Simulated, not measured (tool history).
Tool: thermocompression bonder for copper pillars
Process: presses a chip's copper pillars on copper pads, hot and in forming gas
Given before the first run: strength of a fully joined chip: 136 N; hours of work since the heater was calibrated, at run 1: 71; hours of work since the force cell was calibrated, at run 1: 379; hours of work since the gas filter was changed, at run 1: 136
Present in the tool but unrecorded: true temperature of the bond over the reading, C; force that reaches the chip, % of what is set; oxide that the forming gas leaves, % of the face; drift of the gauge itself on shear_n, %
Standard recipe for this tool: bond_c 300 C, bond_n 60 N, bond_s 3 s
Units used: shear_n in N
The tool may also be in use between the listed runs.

run,day,bond_c,bond_n,bond_s,hours of work since the heater was calibrated,hours of work since the force cell was calibrated,hours of work since the gas filter was changed,shear_n
1,0.000,300,60,3,71,379,136,48.9
2,1.867,300,60,3,91,398,156,48.6
3,4.746,300,60,3,121,428,186,50.1
4,7.421,300,60,3,148,456,214,49.7
5,9.508,300,60,3,170,478,235,48.9
6,12.188,300,60,3,198,506,263,49.3
7,14.046,300,60,3,218,525,283,49.9
8,16.333,308,42,2,241,549,307,31.7
# day 16.567: forming gas filter changed
9,18.700,293,78,2,266,573,22,51.5
10,20.279,285,40,8,282,590,39,43.9
11,22.421,320,54,4,305,612,61,62.9
12,23.946,271,40,6,320,628,77,33.0
13,26.762,305,38,7,350,657,106,48.9

Each row is a separate what-if for the run after 13, all from the same tool condition, not one after another. Results?
A,29.792,300,49,3,381,689,138,?
B,29.792,305,61,7,381,689,138,?
C,29.792,305,58,5,381,689,138,?

run,shear_n
A,42.3
B,72.9
C,64.2
Take away the tool's hidden state, keep each run's random variation, and the runs would have read:
run,shear_n
A,40.2
B,70.4
C,61.7
